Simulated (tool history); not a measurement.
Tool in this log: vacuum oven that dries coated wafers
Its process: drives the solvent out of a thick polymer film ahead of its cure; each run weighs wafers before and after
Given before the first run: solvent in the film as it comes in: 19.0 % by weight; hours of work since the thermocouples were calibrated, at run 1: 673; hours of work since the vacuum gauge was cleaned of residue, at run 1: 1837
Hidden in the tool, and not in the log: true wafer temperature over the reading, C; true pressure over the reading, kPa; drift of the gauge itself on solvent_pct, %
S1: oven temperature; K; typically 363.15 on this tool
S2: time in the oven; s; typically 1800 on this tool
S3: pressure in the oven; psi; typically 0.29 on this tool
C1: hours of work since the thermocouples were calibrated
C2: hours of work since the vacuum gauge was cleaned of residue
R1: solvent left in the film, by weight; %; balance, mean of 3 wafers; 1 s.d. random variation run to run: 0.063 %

run      day      S1    S2     S3   C1    C2     R1
  1        0  363.15  1800   0.29  673  1837   4.57
  2    3.633  363.15  1260   0.29  720  1885   6.11
  3    5.325  363.15  1260   0.29  743  1907   6.26
  4    7.471  363.15  1800   0.29  771  1935   4.59
  5    9.267  363.15  1800   0.29  794  1959   4.73
      11.171  -- oven's thermocouples calibrated
  6   11.267  363.15  2700   0.29    1  1984    2.8
  7   14.754  363.15  2700   0.29   47  2029   2.72
  8   17.821  363.15  2340   0.29   87  2070   3.18
  9   19.542  363.15  2700   0.29  110  2092   2.85
 10   21.058  363.15  2700   0.29  130  2112   2.86
 11   22.812  363.15  2700   0.29  153  2135   2.89
 12   26.004  363.15  2700   0.29  194  2177   2.85
 13   28.633  363.15  2700   0.29  229  2211   2.88
 14    31.95  363.15  1500   0.29  272  2255   5.04
 15   34.233  363.15  1500   0.29  302  2285    5.1
 16   36.862  363.15  1800  0.183  337  2319   3.76
 17   39.004  363.15  1800  0.412  365  2347   5.15
 18   42.608  363.15  1800  0.412  412  2395   4.91
 19   44.825  363.15  1800  0.412  441  2424   4.87
 20   48.246  363.15  1740   0.29  486  2468   4.53
 21   50.483  363.15  1740   0.29  515  2498   4.54
 22    52.05  363.15  1740   0.29  536  2518    4.4
 23     54.4  363.15  1800   0.29  567  2549   4.47
 24   57.971  363.15  1800   0.29  613  2596   4.45
 25   60.612  367.15  1140  0.461  648  2631    5.6
 26   62.508  370.15  1080   0.29  673  2655   4.12
 27   64.867  370.15  1080   0.29  704  2686   4.07
 28   66.946  352.15  2820   0.21  731  2713   6.79
 29   69.929  354.15  3060   0.21  770  2753   5.39
 30     73.2  354.15  3060   0.21  813  2795   5.49
      73.742  -- oven's thermocouples calibrated
 31   75.517  354.15  3060   0.21   23  2825   5.18
 32   77.896  354.15  3060   0.21   54  2856   4.96
 33     80.1  363.15  2820  0.505   83  2885   3.98
 34   82.475  365.15  2220   0.36  114  2916   3.25
 35   85.575  364.15  1560   0.29  155  2957   4.59
      86.233  -- vacuum gauge cleaned of residue and calibrated
 36   87.429  364.15  1560   0.29  179    16   4.02
 37   89.192  364.15  1560   0.29  202    39   4.13
 38   92.067  352.15  1080  0.177  239    76  10.36
 39   94.346  358.15  1260  0.447  269   106   8.52
 40   97.179  358.15  1260  0.447  306   143   8.37
 41   99.729  358.15  1920  0.447  340   177   6.48
 42  103.142  370.15  1200  0.447  385   222    3.8
 43  106.671  353.15  2100   0.22  431   268   7.12
 44  110.333  363.15  1140  0.986  479   316   9.05
 45  113.754  356.15  2700   0.29  524   361   5.02

What does the tool deliver on the next run?
 46  116.204  351.15  1860  0.29  556  393   ?

Logged for run 46: R1 9.16 %.
With the hidden condition absent and the run-to-run variation left alone, this run would have shown R1 8.88 %.
